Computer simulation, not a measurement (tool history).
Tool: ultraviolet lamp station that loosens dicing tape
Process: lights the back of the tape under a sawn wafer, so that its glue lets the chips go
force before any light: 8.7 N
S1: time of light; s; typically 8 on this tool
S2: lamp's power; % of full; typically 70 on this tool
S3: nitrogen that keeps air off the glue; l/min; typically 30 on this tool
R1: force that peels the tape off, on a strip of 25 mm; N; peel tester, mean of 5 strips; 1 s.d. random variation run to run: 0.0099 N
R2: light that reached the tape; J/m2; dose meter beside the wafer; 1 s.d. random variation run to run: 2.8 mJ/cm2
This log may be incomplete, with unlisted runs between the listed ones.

run   hour  S1  S2  S3     R1    R2
  1    0.0   8  70  30  1.516  2150
  2   37.9   8  70  30  1.490  2110
      53.3  -- window cleaned of glue's vapour
  3  114.8   8  70  30  1.346  2340
     130.4  -- lamp changed
  4  167.3   8  70  24  0.593  3830
  5  248.8   8  70  24  0.650  3600
  6  296.9   8  70  30  0.567  3550
  7  350.9   8  70  30  0.586  3480
  8  415.9   8  70  17  1.058  3370
     449.7  -- window cleaned of glue's vapour
  9  496.6   7  70  45  0.479  3240
 10  542.9  10  74  45  0.216  4800
 11  582.7  10  81  45  0.207  5180
 12  644.9   6  68  16  1.762  2560
 13  690.1   6  69  30  1.196  2500
 14  736.3   8  93  14  0.727  4400

Measured minus without-hidden-state, run by run (identical run-to-run variation in each term; gauge scatter may differ):
The tool's hidden condition here consists of: lamp's light, % of a new lamp's; light that the window lets through, % of a clean one's; drift of the gauge itself on peel_n, %; drift of the gauge itself on dose_mj_cm2, %.
run      R1     R2
  1  +1.081  -1860
  2  +1.093  -1910
  3  +0.903  -1670
  4  +0.068   -220
  5  +0.124   -370
  6  +0.137   -470
  7  +0.167   -570
  8  +0.329   -680
  9  +0.080   -280
 10  +0.029   -530
 11  +0.025   -670
 12  +0.382   -420
 13  +0.347   -480
 14  +0.258   -970
